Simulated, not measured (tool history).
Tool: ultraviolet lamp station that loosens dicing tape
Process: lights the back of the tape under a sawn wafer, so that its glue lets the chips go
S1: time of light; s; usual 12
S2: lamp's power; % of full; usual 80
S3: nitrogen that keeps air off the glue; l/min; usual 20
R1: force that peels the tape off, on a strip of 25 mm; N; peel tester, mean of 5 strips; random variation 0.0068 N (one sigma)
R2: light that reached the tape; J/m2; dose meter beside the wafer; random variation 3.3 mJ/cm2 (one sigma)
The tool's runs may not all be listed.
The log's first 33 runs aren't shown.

run,hour,S1,S2,S3,R1,R2
34,266.4,9,73,11,0.482,3030
35,277,22,89,36,0.222,9040
36,283.9,12,80,26,0.236,4390
37,291.8,6,76,26,0.534,2060
38,301.6,6,76,26,0.52,2070
39,307.6,6,76,26,0.545,2040
40,318.4,6,76,26,0.541,2060
41,329,11,65,13,0.403,3250
42,336.5,11,65,13,0.402,3200
43,342.1,12,80,23,0.268,4340

3 ways to go on from here, each from the tool as it stands after run 43. What would each give?
A,348.1,9,80,31,?,?
B,348.1,12,80,29,?,?
C,348.1,19,80,23,?,?

run,R1,R2
A,0.291,3220
B,0.24,4320
C,0.208,6850
Without the tool's hidden state the same runs would have given:
run,R1,R2
A,0.252,3830
B,0.225,5140
C,0.206,8160
